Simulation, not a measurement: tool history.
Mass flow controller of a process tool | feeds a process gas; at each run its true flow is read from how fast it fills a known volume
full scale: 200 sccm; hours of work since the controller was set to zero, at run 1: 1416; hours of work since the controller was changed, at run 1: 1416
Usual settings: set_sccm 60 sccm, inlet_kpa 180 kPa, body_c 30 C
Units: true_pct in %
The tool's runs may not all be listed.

run      day  set_sccm  inlet_kpa  body_c  hours of work since the controller was set to zero  hours of work since the controller was changed  true_pct
  1    0.000        60        180      30                                                1416                                            1416     97.48
  2   15.200        60        180      30                                                1542                                            1542     97.66
  3   25.504       144        180      30                                                1627                                            1627     99.43
  4   44.092       144        180      27                                                1781                                            1781     99.21
  5   64.071        60        180      30                                                1946                                            1946     97.18
  6   75.946        60        180      30                                                2044                                            2044     97.44
  7   85.942        60        180      30                                                2127                                            2127     97.40
  8  102.833        60        172      30                                                2267                                            2267     97.21
  9  121.842        33        180      30                                                2424                                            2424     95.50
 10  131.808        60        180      21                                                2507                                            2507     96.74
 11  152.212        60        180      39                                                2676                                            2676     97.56
 12  169.908        60        180      30                                                2822                                            2822     97.15
 13  191.946        60        180      32                                                3004                                            3004     97.13
 14  211.925        60        180      32                                                3170                                            3170     97.09
     213.779  -- controller's zero set anew
 15  233.804        60        203      32                                                 166                                            3351     96.00
 16  248.312        60        180      30                                                 286                                            3471     95.69
 17  266.625        60        180      30                                                 437                                            3622     95.74
 18  278.542        60        180      30                                                 536                                            3721     95.70
 19  290.346        28        141      32                                                 634                                            3819     91.11
 20  308.075        57        188      31                                                 780                                            3965     95.34
 21  320.779        86        172      31                                                 886                                            4071     97.12
     330.267  -- controller's zero set anew, once more
 22  336.058        60        180      32                                                  48                                            4197     99.25
 23  354.467        60        180      32                                                 200                                            4349     99.20
 24  367.771        60        145      21                                                 310                                            4459     98.48
 25  378.296        60        243      22                                                 397                                            4546     98.78
 26  391.971        60        243      22                                                 511                                            4660     98.93
 27  411.708        92        185      22                                                 674                                            4823     99.15
 28  428.908        92        185      22                                                 816                                            4965     99.09
 29  438.475        92        201      31                                                 896                                            5044     99.81
 30  449.467        32        180      30                                                 987                                            5135     97.84
 31  465.533        32        180      30                                                1120                                            5268     97.72
 32  481.638        24        171      30                                                1253                                            5402     96.79
 33  493.288        24        171      30                                                1349                                            5498     96.79

Forecast each of these 5 alternatives for the next run:
  A  505.225        60        141      30                                                1448                                            5597         ?
  B  505.225        24        171      36                                                1448                                            5597         ?
  C  505.225        44        275      28                                                1448                                            5597         ?
  D  505.225        86        240      30                                                1448                                            5597         ?
  E  505.225        41        241      31                                                1448                                            5597         ?

run  true_pct
  A     98.46
  B     97.04
  C     98.40
  D     99.69
  E     98.29
Without the tool's hidden state the same runs would have given:
run  true_pct
  A     97.63
  B     97.56
  C     97.90
  D     98.59
  E     97.87
